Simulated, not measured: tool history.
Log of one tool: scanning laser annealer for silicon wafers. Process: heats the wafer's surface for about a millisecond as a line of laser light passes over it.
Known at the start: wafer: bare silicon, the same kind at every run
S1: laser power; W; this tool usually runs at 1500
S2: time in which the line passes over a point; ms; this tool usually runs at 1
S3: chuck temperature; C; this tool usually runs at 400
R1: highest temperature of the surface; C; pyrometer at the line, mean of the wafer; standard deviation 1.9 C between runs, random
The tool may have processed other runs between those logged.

run   hour    S1    S2   S3    R1
  1      0  1500     1  400  1115
  2    8.3  1500     1  400  1116
  3   16.3  1500     1  410  1126
  4   24.3  1500     1  410  1126
  5   33.4  1607     1  400  1167
  6   40.1  1607  1.04  400  1179
  7     46  1500     1  386  1101
  8   50.5  1500     1  386  1097
  9   56.3  1500     1  386  1099
 10   63.9  1500     1  401  1113
 11   72.4  1500     1  375  1090
 12   77.1  1500     1  375  1085
 13   86.9  1500  0.97  400  1100
 14     95  1500  0.97  400  1100
 15   99.7  1500  0.97  400  1099
 16  105.5  1500  0.97  400  1100
 17  110.4  1500  0.97  400  1104
 18  119.4  1500  0.97  400  1101
 19  128.4  1500  0.97  400  1103
 20  138.8  1323     1  397  1027
 21  146.8  1515  1.16  400  1168
 22  155.5  1537   0.8  384  1035
 23  160.7  1478   0.8  410  1038
 24  165.8  1622  0.84  394  1095
 25  175.8  1327  0.84  362   942
 26  186.6  1293  0.73  369   894
 27  195.1  1293  0.73  400   927
 28  204.9  1293  0.73  400   929
 29    215  1482  1.04  374  1085
 30  221.3  1482   0.8  374   996
 31  228.7  1634  0.99  399  1159
 32  234.7  1413  0.92  362  1002
 33  241.2  1413  0.92  362  1003
 34  249.7  1621  0.86  436  1137
 35  259.7  1500     1  379  1084
 36  268.6  1414  0.81  374   974
 37  279.5  1553  1.22  390  1188

Some steps in R1 between neighbouring runs. How much of each would the tool show without its hidden state too (settings, what came in, random variation), and how much is left for the hidden state, with any gauge scatter that isn't in both results?
Hidden state present: light that passes the window, % of a clean one's; laser's true power over the reading, %; width of the line over the set one, %; drift of the gauge itself on peak_c, C.
Run 20 -> 21: S1 1323 -> 1515, S2 1 -> 1.16, S3 397 -> 400. R1 +141 C: hidden state -4, all else +145.
Run 28 -> 29: S1 1293 -> 1482, S2 0.73 -> 1.04, S3 400 -> 374. R1 +156 C: hidden state -7, all else +163.
Run 30 -> 31: S1 1482 -> 1634, S2 0.8 -> 0.99, S3 374 -> 399. R1 +163 C: hidden state -4, all else +167.
Run 31 -> 32: S1 1634 -> 1413, S2 0.99 -> 0.92, S3 399 -> 362. R1 -157 C: hidden state +3, all else -160.
Run 36 -> 37: S1 1414 -> 1553, S2 0.81 -> 1.22, S3 374 -> 390. R1 +214 C: hidden state -8, all else +222.
